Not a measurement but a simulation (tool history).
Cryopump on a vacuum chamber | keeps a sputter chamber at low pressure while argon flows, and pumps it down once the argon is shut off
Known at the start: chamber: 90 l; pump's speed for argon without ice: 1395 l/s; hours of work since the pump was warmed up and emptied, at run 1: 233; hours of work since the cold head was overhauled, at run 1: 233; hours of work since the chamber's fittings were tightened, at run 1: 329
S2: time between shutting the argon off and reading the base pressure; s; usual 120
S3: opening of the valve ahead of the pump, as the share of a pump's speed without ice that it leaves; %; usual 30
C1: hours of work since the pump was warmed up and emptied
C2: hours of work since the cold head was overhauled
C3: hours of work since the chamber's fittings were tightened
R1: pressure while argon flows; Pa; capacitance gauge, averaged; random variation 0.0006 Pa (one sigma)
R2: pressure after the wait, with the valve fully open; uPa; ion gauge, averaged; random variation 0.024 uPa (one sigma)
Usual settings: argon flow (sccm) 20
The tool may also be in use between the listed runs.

Run 1, hour 0.0: usual settings; C1 233; C2 233; C3 329. Result: R1 0.0827 Pa, R2 1.43 uPa.
Run 2, hour 12.6: usual settings; C1 239; C2 239; C3 335. Result: R1 0.0820 Pa, R2 1.43 uPa.
Run 3, hour 30.2: usual settings; C1 246; C2 246; C3 342. Result: R1 0.0830 Pa, R2 1.46 uPa.
Run 4, hour 47.5: usual settings; C1 253; C2 253; C3 349. Result: R1 0.0828 Pa, R2 1.40 uPa.
Run 5, hour 57.6: usual settings; C1 258; C2 258; C3 353. Result: R1 0.0829 Pa, R2 1.44 uPa.
Run 6, hour 74.9: usual settings; C1 265; C2 265; C3 361. Result: R1 0.0824 Pa, R2 1.41 uPa.
Run 7, hour 83.3: usual settings; C1 268; C2 268; C3 364. Result: R1 0.0833 Pa, R2 1.46 uPa.
Run 8, hour 102.2: usual settings; C1 276; C2 276; C3 372. Result: R1 0.0822 Pa, R2 1.43 uPa.
Run 9, hour 111.4: usual settings but argon flow (sccm) 27; C1 280; C2 280; C3 376. Result: R1 0.1130 Pa, R2 1.43 uPa.
Run 10, hour 125.4: usual settings but argon flow (sccm) 27; C1 286; C2 286; C3 382. Result: R1 0.1115 Pa, R2 1.45 uPa.
Run 11, hour 139.3: usual settings but argon flow (sccm) 10; C1 292; C2 292; C3 388. Result: R1 0.0414 Pa, R2 1.40 uPa.
Run 12, hour 155.6: usual settings; C1 299; C2 299; C3 394. Result: R1 0.0834 Pa, R2 1.51 uPa.
Run 13, hour 172.1: usual settings but argon flow (sccm) 8, S2 57 s; C1 306; C2 306; C3 401. Result: R1 0.0325 Pa, R2 2.21 uPa.
Run 14, hour 189.3: usual settings but argon flow (sccm) 38, S2 40 s, S3 20 %; C1 313; C2 313; C3 409. Result: R1 0.2335 Pa, R2 2.86 uPa.
Run 15, hour 207.0: usual settings but S2 258 s, S3 23 %; C1 320; C2 320; C3 416. Result: R1 0.1065 Pa, R2 1.20 uPa.
Run 16, hour 215.7: usual settings but S2 258 s, S3 23 %; C1 324; C2 324; C3 420. Result: R1 0.1078 Pa, R2 1.17 uPa.
Run 17, hour 233.9: usual settings but argon flow (sccm) 11, S3 58 %; C1 331; C2 331; C3 427. Result: R1 0.0242 Pa, R2 1.53 uPa.
Run 18, hour 242.7: usual settings but argon flow (sccm) 11, S3 58 %; C1 335; C2 335; C3 431. Result: R1 0.0248 Pa, R2 1.55 uPa.
Run 19, hour 250.5: usual settings but argon flow (sccm) 18, S3 18 %; C1 338; C2 338; C3 434. Result: R1 0.1237 Pa, R2 1.60 uPa.
Run 20, hour 260.3: usual settings but S2 45 s; C1 343; C2 343; C3 438. Result: R1 0.0830 Pa, R2 2.66 uPa.
Run 21, hour 277.4: usual settings but argon flow (sccm) 9, S2 136 s, S3 19 %; C1 350; C2 350; C3 445. Result: R1 0.0581 Pa, R2 1.49 uPa.

Run 22 comes next. What will it give?
Run 22, hour 293.5: usual settings but S2 44 s, S3 36 %; C1 356; C2 356; C3 452. Result: R1 ?, R2 ?.

R1: 0.0691 Pa
R2: 2.74 uPa
Without the tool's hidden state the same run would have given R1 0.0666 Pa, R2 2.06 uPa.
